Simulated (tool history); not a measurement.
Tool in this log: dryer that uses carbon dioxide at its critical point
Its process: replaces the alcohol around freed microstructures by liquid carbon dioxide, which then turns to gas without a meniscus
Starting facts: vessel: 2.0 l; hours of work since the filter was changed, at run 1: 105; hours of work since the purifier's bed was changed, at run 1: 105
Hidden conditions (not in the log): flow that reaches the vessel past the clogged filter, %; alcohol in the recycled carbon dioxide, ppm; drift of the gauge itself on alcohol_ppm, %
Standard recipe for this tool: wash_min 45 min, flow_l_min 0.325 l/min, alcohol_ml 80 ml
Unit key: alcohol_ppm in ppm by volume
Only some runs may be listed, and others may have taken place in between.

run	hour	wash_min	flow_l_min	alcohol_ml	hours of work since the filter was changed	hours of work since the purifier's bed was changed	alcohol_ppm
1	0	45	0.325	80	105	105	278
2	6.3	45	0.325	78	108	108	266
3	14.8	45	0.325	80	113	113	280
4	23	45	0.325	80	118	118	270
5	31.9	45	0.325	80	123	123	273
6	36.5	45	0.325	80	125	125	288
7	46.1	45	0.325	80	131	131	280
8	51.9	45	0.325	80	134	134	292
9	61.4	45	0.325	80	139	139	275
10	70.9	45	0.325	80	145	145	282
11	81	45	0.325	80	150	150	293
12	90.2	45	0.325	80	156	156	291
13	97.5	45	0.325	80	160	160	302
14	102.1	48	0.325	80	162	162	223
15	112.3	48	0.325	80	168	168	234
16	120.1	48	0.325	80	172	172	229
17	126.8	65	0.325	80	176	176	67
18	133.6	45	0.288	80	180	180	527
19	138	45	0.288	80	183	183	514
20	142.5	45	0.325	80	185	185	301
21	150.2	45	0.325	57	189	189	234
22	159.1	45	0.325	57	194	194	234
23	163.3	45	0.325	57	197	197	234
24	168.2	45	0.325	57	200	200	242
25	178.1	45	0.325	57	205	205	243
26	185.5	45	0.325	27	209	209	132
27	192.6	46	0.319	80	213	213	320
28	200.4	45	0.449	50	218	218	72

Run 29 is up next; what results do you expect?
29	205	45	0.238	38	220	220	?

alcohol_ppm: 563 ppm by volume
The same run, on a tool lacking any hidden state, would have yielded alcohol_ppm 411 ppm by volume.
